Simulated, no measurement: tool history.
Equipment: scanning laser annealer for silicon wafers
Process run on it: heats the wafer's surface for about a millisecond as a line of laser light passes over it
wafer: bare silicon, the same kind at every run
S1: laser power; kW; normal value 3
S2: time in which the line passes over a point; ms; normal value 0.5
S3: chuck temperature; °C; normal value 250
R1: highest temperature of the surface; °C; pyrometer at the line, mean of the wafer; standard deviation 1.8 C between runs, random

Run 1, hour 0: usual settings. Result: R1 969 °C.
Run 2, hour 85.9: usual settings. Result: R1 972 °C.
Run 3, hour 162: usual settings. Result: R1 971 °C.
Run 4, hour 244.7: usual settings but S2 0.492 ms. Result: R1 962 °C.
Run 5, hour 284.5: usual settings but S2 0.492 ms. Result: R1 965 °C.
Run 6, hour 335.5: usual settings but S2 0.492 ms. Result: R1 962 °C.
Run 7, hour 415.1: usual settings but S2 0.492 ms. Result: R1 959 °C.
Run 8, hour 505.4: usual settings but S2 0.492 ms. Result: R1 958 °C.
Run 9, hour 554.1: usual settings but S2 0.492 ms. Result: R1 956 °C.
Run 10, hour 602: usual settings but S2 0.492 ms. Result: R1 957 °C.
Run 11, hour 657.6: usual settings but S2 0.492 ms. Result: R1 955 °C.
Run 12, hour 699.3: usual settings but S2 0.492 ms. Result: R1 956 °C.
Run 13, hour 787.3: usual settings but S2 0.492 ms. Result: R1 953 °C.
Run 14, hour 857.8: usual settings but S2 0.492 ms. Result: R1 952 °C.
Run 15, hour 940.2: usual settings but S2 0.353 ms. Result: R1 854 °C.
Run 16, hour 984.5: usual settings but S2 0.421 ms. Result: R1 905 °C.
Run 17, hour 1064.1: usual settings but S2 0.367 ms. Result: R1 866 °C.
Run 18, hour 1115: usual settings but S2 0.367 ms. Result: R1 864 °C.
Run 19, hour 1183.8: usual settings but S2 0.367 ms. Result: R1 867 °C.
Run 20, hour 1231.3: usual settings. Result: R1 954 °C.
At hour 1239.4: window over the wafer cleaned.
Run 21, hour 1322.7: usual settings. Result: R1 966 °C.
Run 22, hour 1392.5: usual settings but S1 3.074 kW, S2 0.547 ms, S3 238 °C. Result: R1 1002 °C.
Run 23, hour 1447.5: usual settings but S1 3.074 kW, S2 0.547 ms, S3 238 °C. Result: R1 1005 °C.
At hour 1514.4: optics aligned, line set to its width.
Run 24, hour 1537.4: usual settings but S1 2.818 kW, S2 0.536 ms, S3 271 °C. Result: R1 985 °C.
Run 25, hour 1606.5: usual settings but S2 0.526 ms. Result: R1 1003 °C.
Run 26, hour 1654.4: usual settings but S1 2.982 kW, S2 0.355 ms, S3 268 °C. Result: R1 894 °C.
Run 27, hour 1696.4: usual settings but S1 3.231 kW, S2 0.397 ms, S3 268 °C. Result: R1 986 °C.
Run 28, hour 1749.8: usual settings but S1 3.231 kW, S2 0.397 ms, S3 268 °C. Result: R1 987 °C.
Run 29, hour 1807: usual settings but S2 0.372 ms. Result: R1 895 °C.
Run 30, hour 1858.8: usual settings but S2 0.372 ms. Result: R1 893 °C.
Run 31, hour 1925.8: usual settings but S2 0.372 ms. Result: R1 893 °C.
Run 32, hour 1992.7: usual settings but S2 0.372 ms. Result: R1 891 °C.
Run 33, hour 2076.5: usual settings but S2 0.372 ms. Result: R1 894 °C.
Run 34, hour 2150: usual settings but S1 2.613 kW, S2 0.442 ms, S3 277 °C. Result: R1 873 °C.
Run 35, hour 2190.6: usual settings but S1 2.613 kW, S2 0.526 ms, S3 228 °C. Result: R1 868 °C.
Run 36, hour 2262.1: usual settings but S1 2.613 kW, S2 0.526 ms, S3 228 °C. Result: R1 869 °C.
Run 37, hour 2335.8: usual settings but S1 3.229 kW, S2 0.599 ms, S3 232 °C. Result: R1 1077 °C.
Run 38, hour 2386: usual settings but S1 2.696 kW, S2 0.392 ms, S3 263 °C. Result: R1 845 °C.
Run 39, hour 2466.1: usual settings but S1 2.696 kW, S2 0.392 ms, S3 263 °C. Result: R1 846 °C.
Run 40, hour 2519.1: usual settings but S1 2.966 kW, S2 0.589 ms, S3 249 °C. Result: R1 1014 °C.

Selected run-to-run steps in R1, each split into two signed amounts: the part the tool would show with no hidden state at all (from settings, incoming material and random variation), and the remainder, which goes to the hidden state together with any gauge scatter not common to the measured and the hidden-state-free results:
The hidden state here: light that passes the window, % of a clean one's; laser's true power over the reading, %; width of the line over the set one, %; drift of the gauge itself on peak_c, C.
Run 19 -> 20: S2 0.367 -> 0.5. R1 +87 °C: hidden state -6, all else +93.
Run 20 -> 21: window over the wafer cleaned. R1 +12 °C: hidden state +19, all else -7.
Run 23 -> 24: S1 3.074 -> 2.818, S2 0.547 -> 0.536, S3 238 -> 271, optics aligned, line set to its width. R1 -20 °C: hidden state +21, all else -41.
Run 36 -> 37: S1 2.613 -> 3.229, S2 0.526 -> 0.599, S3 228 -> 232. R1 +208 °C: hidden state -4, all else +212.
Run 37 -> 38: S1 3.229 -> 2.696, S2 0.599 -> 0.392, S3 232 -> 263. R1 -232 °C: hidden state +4, all else -236.
Run 39 -> 40: S1 2.696 -> 2.966, S2 0.392 -> 0.589, S3 263 -> 249. R1 +168 °C: hidden state -5, all else +173.
